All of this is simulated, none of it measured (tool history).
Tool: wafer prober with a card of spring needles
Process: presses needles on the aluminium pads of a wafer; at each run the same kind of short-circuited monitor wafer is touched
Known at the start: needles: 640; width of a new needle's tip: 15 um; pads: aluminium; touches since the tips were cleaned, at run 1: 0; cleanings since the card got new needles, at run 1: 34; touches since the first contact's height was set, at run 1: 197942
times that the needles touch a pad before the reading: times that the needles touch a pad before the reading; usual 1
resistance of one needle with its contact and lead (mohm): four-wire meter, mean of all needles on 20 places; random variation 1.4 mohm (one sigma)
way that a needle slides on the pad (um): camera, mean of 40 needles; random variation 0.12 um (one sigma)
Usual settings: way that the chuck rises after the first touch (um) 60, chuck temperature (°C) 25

| run | hour | way that the chuck rises after the first touch (um) | chuck temperature (°C) | times that the needles touch a pad before the reading | touches since the tips were cleaned | cleanings since the card got new needles | touches since the first contact's height was set | resistance of one needle with its contact and lead (mohm) | way that a needle slides on the pad (um) |
|---|---|---|---|---|---|---|---|---|---|
| 1 | 0 | 60 | 25 | 1 | 0 | 34 | 197942 | 129 | 11.26 |
|  | 14.4 | height of the first contact set anew |
|  | 27.2 | tips cleaned on abrasive film |
| 2 | 27.2 | 60 | 106 | 1 | 0 | 35 | 2699 | 146 | 11.55 |
| 3 | 49.6 | 60 | 106 | 1 | 4780 | 35 | 7479 | 144 | 11.61 |
|  | 55.1 | tips cleaned on abrasive film |
| 4 | 71.8 | 60 | 111 | 1 | 3568 | 36 | 12185 | 145 | 11.44 |
|  | 81 | tips cleaned on abrasive film |
| 5 | 96.3 | 60 | 111 | 1 | 3268 | 37 | 17384 | 144 | 11.15 |
|  | 108.7 | tips cleaned on abrasive film |
| 6 | 119 | 60 | 26 | 1 | 2196 | 38 | 22188 | 132 | 11.39 |
|  | 135.7 | tips cleaned on abrasive film |
| 7 | 151.8 | 72 | 25 | 1 | 3437 | 39 | 29169 | 129 | 13.63 |
|  | 161 | tips cleaned on abrasive film |
|  | 186.7 | tips cleaned on abrasive film |
| 8 | 194.2 | 72 | 25 | 1 | 1593 | 41 | 38142 | 128 | 13.66 |
|  | 214.3 | tips cleaned on abrasive film |
| 9 | 228.2 | 72 | 25 | 1 | 2948 | 42 | 45360 | 126 | 13.73 |
|  | 241.1 | tips cleaned on abrasive film |
| 10 | 251.8 | 60 | 54 | 1 | 2277 | 43 | 50382 | 137 | 11.39 |
|  | 268.1 | tips cleaned on abrasive film |
| 11 | 291.5 | 60 | 54 | 1 | 4974 | 44 | 58806 | 133 | 11.33 |
|  | 295.2 | tips cleaned on abrasive film |
|  | 321.9 | tips cleaned on abrasive film |
| 12 | 330.2 | 60 | 54 | 1 | 1754 | 46 | 67008 | 135 | 11.38 |
|  | 349.2 | tips cleaned on abrasive film |
| 13 | 371.4 | 60 | 25 | 1 | 4723 | 47 | 75764 | 129 | 11.24 |
|  | 374.9 | tips cleaned on abrasive film |
| 14 | 393.3 | 60 | 25 | 1 | 3905 | 48 | 80402 | 129 | 11.53 |
|  | 401.9 | tips cleaned on abrasive film |
| 15 | 419.9 | 60 | 25 | 1 | 3834 | 49 | 86054 | 130 | 11.59 |
|  | 429.4 | tips cleaned on abrasive film |
|  | 456.4 | tips cleaned on abrasive film |
| 16 | 461.6 | 60 | 25 | 1 | 1112 | 51 | 94891 | 129 | 11.37 |
|  | 481.4 | tips cleaned on abrasive film |
| 17 | 487.2 | 59 | 108 | 1 | 1237 | 52 | 100334 | 143 | 11.11 |
|  | 507.2 | tips cleaned on abrasive film |
| 18 | 517.9 | 47 | 84 | 2 | 2264 | 53 | 106840 | 148 | 8.95 |
|  | 532.4 | tips cleaned on abrasive film |
| 19 | 551.3 | 47 | 88 | 1 | 4033 | 54 | 113947 | 142 | 8.76 |
|  | 558.5 | tips cleaned on abrasive film |
| 20 | 573.2 | 60 | 43 | 1 | 3141 | 55 | 118592 | 134 | 11.74 |
|  | 583.6 | tips cleaned on abrasive film |
|  | 608.7 | tips cleaned on abrasive film |
| 21 | 608.7 | 60 | 26 | 2 | 0 | 57 | 126099 | 132 | 11.4 |
| 22 | 627.1 | 57 | 25 | 2 | 3932 | 57 | 130031 | 128 | 10.61 |
|  | 634.1 | tips cleaned on abrasive film |
|  | 659.1 | tips cleaned on abrasive film |
| 23 | 669.9 | 53 | 120 | 1 | 2301 | 59 | 139102 | 147 | 9.73 |
|  | 684.4 | tips cleaned on abrasive film |
| 24 | 690.3 | 53 | 106 | 1 | 1252 | 60 | 143427 | 143 | 10.21 |
|  | 709.7 | tips cleaned on abrasive film |
| 25 | 710 | 60 | 25 | 3 | 68 | 61 | 147598 | 129 | 11.25 |
|  | 734.9 | tips cleaned on abrasive film |
| 26 | 735.7 | 44 | 25 | 2 | 159 | 62 | 153048 | 133 | 8.21 |

Run 27 comes next. What will it give?
| 27 | 755 | 49 | 30 | 3 | 4277 | 62 | 157166 | ? | ? |

{"run 27": {"resistance of one needle with its contact and lead (mohm)": 135, "way that a needle slides on the pad (um)": 9.53}}
Without the tool's hidden state the same run would have given resistance of one needle with its contact and lead (mohm) 134, way that a needle slides on the pad (um) 9.53.
